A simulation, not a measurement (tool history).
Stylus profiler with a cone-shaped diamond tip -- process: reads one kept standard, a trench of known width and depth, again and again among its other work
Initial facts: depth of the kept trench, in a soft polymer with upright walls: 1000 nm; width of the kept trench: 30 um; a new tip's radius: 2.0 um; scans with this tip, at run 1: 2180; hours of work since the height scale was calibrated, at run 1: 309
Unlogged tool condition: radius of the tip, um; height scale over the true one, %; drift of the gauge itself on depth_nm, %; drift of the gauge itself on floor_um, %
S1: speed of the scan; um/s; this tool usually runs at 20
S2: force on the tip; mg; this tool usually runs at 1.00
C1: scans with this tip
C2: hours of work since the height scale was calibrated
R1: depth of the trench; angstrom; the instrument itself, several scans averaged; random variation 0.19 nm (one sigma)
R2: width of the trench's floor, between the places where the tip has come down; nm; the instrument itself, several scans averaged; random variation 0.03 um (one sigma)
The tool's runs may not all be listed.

| run | hour | S1 | S2 | C1 | C2 | R1 | R2 |
|---|---|---|---|---|---|---|---|
| 1 | 0.0 | 20 | 1.00 | 2180 | 309 | 10081.6 | 26460 |
| 2 | 58.6 | 10 | 1.00 | 2465 | 349 | 10077.3 | 26500 |
| 3 | 96.4 | 26 | 1.00 | 2647 | 375 | 10079.5 | 26340 |
| 4 | 162.6 | 26 | 1.00 | 2969 | 421 | 10079.0 | 26350 |
| 5 | 227.4 | 26 | 1.88 | 3282 | 465 | 10119.2 | 26430 |
| 6 | 297.4 | 26 | 1.88 | 3622 | 513 | 10118.1 | 26460 |
| 7 | 343.2 | 20 | 0.69 | 3844 | 545 | 10058.8 | 26340 |
| 8 | 372.2 | 20 | 0.69 | 3985 | 565 | 10060.7 | 26420 |
| 9 | 430.2 | 20 | 0.69 | 4266 | 605 | 10059.6 | 26330 |
| 10 | 490.5 | 20 | 1.00 | 4558 | 646 | 10080.3 | 26440 |
| 11 | 542.6 | 20 | 1.00 | 4811 | 682 | 10078.5 | 26390 |
| 12 | 605.1 | 20 | 0.67 | 5114 | 725 | 10055.9 | 26410 |
| 13 | 638.4 | 20 | 0.42 | 5275 | 748 | 10042.1 | 26370 |
| 14 | 673.1 | 20 | 0.42 | 5443 | 771 | 10045.7 | 26300 |
| 15 | 716.8 | 20 | 0.42 | 5655 | 801 | 10050.1 | 26320 |
| 16 | 771.5 | 20 | 2.41 | 5920 | 839 | 10138.8 | 26450 |
| 17 | 838.6 | 20 | 2.41 | 6246 | 885 | 10139.3 | 26410 |
| 18 | 904.9 | 21 | 2.41 | 6567 | 931 | 10139.0 | 26440 |
| 19 | 955.1 | 22 | 2.20 | 6810 | 965 | 10128.0 | 26460 |
| 20 | 987.5 | 22 | 2.20 | 6968 | 987 | 10131.2 | 26440 |
| 21 | 1026.9 | 22 | 2.20 | 7158 | 1014 | 10132.4 | 26480 |
| 22 | 1095.9 | 22 | 2.20 | 7493 | 1062 | 10132.1 | 26450 |
| 23 | 1127.4 | 22 | 2.20 | 7646 | 1084 | 10130.2 | 26420 |
| 24 | 1195.0 | 9 | 1.42 | 7973 | 1130 | 10095.6 | 26470 |
| 25 | 1257.1 | 8 | 0.91 | 8274 | 1173 | 10073.5 | 26480 |
| 26 | 1321.0 | 6 | 0.88 | 8585 | 1217 | 10073.4 | 26440 |
| 27 | 1350.5 | 6 | 0.88 | 8727 | 1237 | 10072.3 | 26570 |
| 28 | 1408.6 | 76 | 0.54 | 9009 | 1277 | 10051.6 | 25830 |
| 29 | 1471.2 | 7 | 1.06 | 9313 | 1320 | 10080.8 | 26450 |
| 30 | 1536.2 | 7 | 0.34 | 9628 | 1364 | 10034.8 | 26490 |
| 31 | 1588.3 | 10 | 0.79 | 9880 | 1400 | 10067.4 | 26460 |
| 32 | 1658.1 | 37 | 0.48 | 10219 | 1448 | 10044.7 | 26200 |
| 33 | 1705.8 | 16 | 2.81 | 10450 | 1481 | 10156.2 | 26490 |
| 34 | 1752.7 | 6 | 1.00 | 10677 | 1513 | 10078.6 | 26540 |
| 35 | 1809.5 | 6 | 1.00 | 10953 | 1552 | 10076.7 | 26470 |
|  | 1840.7 | height scale calibrated on a step standard |
| 36 | 1854.2 | 32 | 0.42 | 11167 | 9 | 10039.7 | 26150 |

4 ways to go on from here, each from the tool as it stands after run 36. What would each give?
| A | 1908.2 | 31 | 1.00 | 11428 | 46 | ? | ? |
| B | 1908.2 | 33 | 2.49 | 11428 | 46 | ? | ? |
| C | 1908.2 | 33 | 0.39 | 11428 | 46 | ? | ? |
| D | 1908.2 | 32 | 0.34 | 11428 | 46 | ? | ? |

| run | R1 | R2 |
|---|---|---|
| A | 10079.7 | 26340 |
| B | 10143.6 | 26340 |
| C | 10041.6 | 26160 |
| D | 10034.5 | 26180 |
Without the tool's unlogged condition, the same runs would have read:
| run | R1 | R2 |
|---|---|---|
| A | 10079.7 | 26340 |
| B | 10143.6 | 26350 |
| C | 10041.6 | 26170 |
| D | 10034.5 | 26190 |
